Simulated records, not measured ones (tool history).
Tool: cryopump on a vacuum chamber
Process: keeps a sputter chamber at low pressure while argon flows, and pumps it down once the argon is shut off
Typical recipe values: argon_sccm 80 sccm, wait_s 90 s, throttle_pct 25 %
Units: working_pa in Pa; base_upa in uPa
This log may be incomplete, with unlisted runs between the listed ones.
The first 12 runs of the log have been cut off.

Run 13, hour 175.6: usual settings. Result: working_pa 0.2775 Pa, base_upa 1.01 uPa.
Run 14, hour 188.9: usual settings but wait_s 72 s. Result: working_pa 0.2819 Pa, base_upa 1.11 uPa.
Run 15, hour 204.1: usual settings but wait_s 72 s. Result: working_pa 0.2793 Pa, base_upa 1.09 uPa.
Run 16, hour 219.1: usual settings but wait_s 72 s. Result: working_pa 0.2798 Pa, base_upa 1.19 uPa.
Run 17, hour 231.3: usual settings but wait_s 72 s. Result: working_pa 0.2819 Pa, base_upa 1.19 uPa.
Run 18, hour 241.1: usual settings. Result: working_pa 0.2777 Pa, base_upa 1.07 uPa.
Run 19, hour 251.7: usual settings. Result: working_pa 0.2797 Pa, base_upa 1.09 uPa.
Run 20, hour 266.1: usual settings but wait_s 95 s, throttle_pct 20 %. Result: working_pa 0.3495 Pa, base_upa 1.05 uPa.
Run 21, hour 282.4: usual settings but wait_s 42 s, throttle_pct 24 %. Result: working_pa 0.2910 Pa, base_upa 1.64 uPa.
Run 22, hour 298.3: usual settings but wait_s 49 s, throttle_pct 24 %. Result: working_pa 0.2914 Pa, base_upa 1.51 uPa.
Run 23, hour 311.3: usual settings but wait_s 49 s, throttle_pct 24 %. Result: working_pa 0.2928 Pa, base_upa 1.44 uPa.
Run 24, hour 322.9: usual settings but wait_s 49 s, throttle_pct 24 %. Result: working_pa 0.2906 Pa, base_upa 1.50 uPa.
Run 25, hour 341.4: usual settings but argon_sccm 60 sccm, wait_s 49 s, throttle_pct 24 %. Result: working_pa 0.2223 Pa, base_upa 1.50 uPa.
Run 26, hour 353.4: usual settings but throttle_pct 47 %. Result: working_pa 0.1565 Pa, base_upa 1.11 uPa.
Run 27, hour 368.9: usual settings but argon_sccm 118 sccm, wait_s 44 s, throttle_pct 16 %. Result: working_pa 0.6413 Pa, base_upa 1.71 uPa.
Run 28, hour 384.7: usual settings but wait_s 66 s. Result: working_pa 0.2807 Pa, base_upa 1.30 uPa.
Run 29, hour 398.9: usual settings but wait_s 66 s. Result: working_pa 0.2857 Pa, base_upa 1.34 uPa.
Run 30, hour 408.3: usual settings but argon_sccm 111 sccm, wait_s 26 s, throttle_pct 31 %. Result: working_pa 0.3200 Pa, base_upa 2.31 uPa.
Run 31, hour 422.3: usual settings but argon_sccm 67 sccm, throttle_pct 20 %. Result: working_pa 0.2942 Pa, base_upa 1.19 uPa.
Run 32, hour 436.9: usual settings but argon_sccm 115 sccm, wait_s 247 s, throttle_pct 50 %. Result: working_pa 0.2130 Pa, base_upa 0.91 uPa.
Run 33, hour 451.2: usual settings but argon_sccm 98 sccm, wait_s 72 s, throttle_pct 22 %. Result: working_pa 0.3926 Pa, base_upa 1.38 uPa.
Run 34, hour 459.7: usual settings but argon_sccm 120 sccm, wait_s 72 s, throttle_pct 19 %. Result: working_pa 0.5601 Pa, base_upa 1.31 uPa.

Run 35, settings as shown, results not yet in. Your forecast:
Run 35, hour 476.5: usual settings but argon_sccm 120 sccm, wait_s 72 s, throttle_pct 19 %. Result: working_pa ?, base_upa ?.

working_pa: 0.5555 Pa
base_upa: 1.40 uPa
Had the tool carried no hidden state, the very same run would have given working_pa 0.5338 Pa, base_upa 0.76 uPa.

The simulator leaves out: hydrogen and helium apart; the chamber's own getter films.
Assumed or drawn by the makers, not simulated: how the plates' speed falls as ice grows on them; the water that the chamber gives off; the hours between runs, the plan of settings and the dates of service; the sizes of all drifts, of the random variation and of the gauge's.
